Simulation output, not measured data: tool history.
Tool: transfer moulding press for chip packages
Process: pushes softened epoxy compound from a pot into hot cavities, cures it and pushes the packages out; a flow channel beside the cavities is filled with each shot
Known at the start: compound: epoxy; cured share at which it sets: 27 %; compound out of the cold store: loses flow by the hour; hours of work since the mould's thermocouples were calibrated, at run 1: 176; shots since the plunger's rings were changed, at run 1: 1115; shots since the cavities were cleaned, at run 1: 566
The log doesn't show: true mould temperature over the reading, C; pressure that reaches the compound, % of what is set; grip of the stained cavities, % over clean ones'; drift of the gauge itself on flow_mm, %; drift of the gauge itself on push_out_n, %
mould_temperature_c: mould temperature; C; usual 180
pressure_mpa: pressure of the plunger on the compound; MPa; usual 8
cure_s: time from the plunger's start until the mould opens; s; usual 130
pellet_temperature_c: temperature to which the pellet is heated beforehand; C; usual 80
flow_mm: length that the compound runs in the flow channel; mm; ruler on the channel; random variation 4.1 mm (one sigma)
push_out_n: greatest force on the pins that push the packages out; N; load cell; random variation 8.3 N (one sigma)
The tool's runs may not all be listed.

run,hour,mould_temperature_c,pressure_mpa,cure_s,pellet_temperature_c,hours of work since the mould's thermocouples were calibrated,shots since the plunger's rings were changed,shots since the cavities were cleaned,incoming compound's hours out of the cold store,flow_mm,push_out_n
1,0,180,8,130,80,176,1115,566,32,789,515
2,7.7,180,8,130,80,180,1169,620,13.7,854,506
3,15.1,180,8,130,80,183,1221,672,35.2,765,499
4,24.4,180,8,130,80,188,1287,738,17.4,849,535
5,30.9,180,8,130,80,191,1332,783,22.5,829,531
# hour 34.5: cavities cleaned with cleaning compound and waxed
6,42.4,180,6.4,130,80,195,1402,55,43.5,667,588
7,50.2,180,6.4,130,80,199,1457,110,31.6,693,627
8,61.1,180,6.4,130,80,204,1533,186,38.8,674,601
# hour 66.1: cavities cleaned with cleaning compound and waxed, once more
9,68.3,180,6.4,130,80,207,1573,15,21.5,734,382
10,80.9,180,6.4,130,80,213,1662,104,41.6,665,399
11,94.7,173,6.4,130,80,219,1759,201,33.4,715,629
12,107.5,173,6.4,130,80,225,1849,291,32.1,720,628
13,114.8,173,6.4,130,80,228,1900,342,44.7,676,635
14,122.8,173,6.4,130,80,232,1956,398,13.7,786,738
15,134.6,180,8,130,80,238,2039,481,26.1,793,483
16,141.1,186,6.41,160,78,241,2085,527,12,755,401
17,149.3,174,8.29,142,81,244,2142,584,34.3,798,580
18,157,180,8.93,130,73,248,2196,638,43.8,769,483
19,163.1,180,8.87,147,84,251,2239,681,11,898,462
20,169.7,180,8.87,147,75,254,2285,727,45.3,755,470
# hour 181.5: cavities cleaned with cleaning compound and waxed
21,183.4,178,8.72,151,79,260,2372,14,15.4,877,344
22,192.6,178,8.72,151,79,264,2436,78,37.3,784,367
23,205.3,175,6.31,114,81,270,2525,167,20.9,735,771
24,213.3,180,7.87,162,73,274,2581,223,19.9,807,365
25,220.3,180,6.41,140,80,277,2630,272,36.7,675,414
26,232.5,179,9.29,123,82,283,2716,358,19.2,886,540
27,245.7,180,8,130,74,289,2809,451,19.3,820,492
28,254.9,177,8,130,80,293,2873,515,23.2,808,569
29,268.1,177,8,130,80,299,2966,608,9.7,871,613

3 ways to go on from here, each from the tool as it stands after run 29. What would each give?
A,276.9,177,8,162,80,303,3028,670,36.6,?,?
B,276.9,184,6.94,147,80,303,3028,670,29.7,?,?
C,276.9,177,8,112,86,303,3028,670,37.9,?,?

run,flow_mm,push_out_n
A,759,445
B,701,435
C,746,767
Without the tool's hidden state the same runs would have given:
run,flow_mm,push_out_n
A,797,323
B,737,317
C,784,552
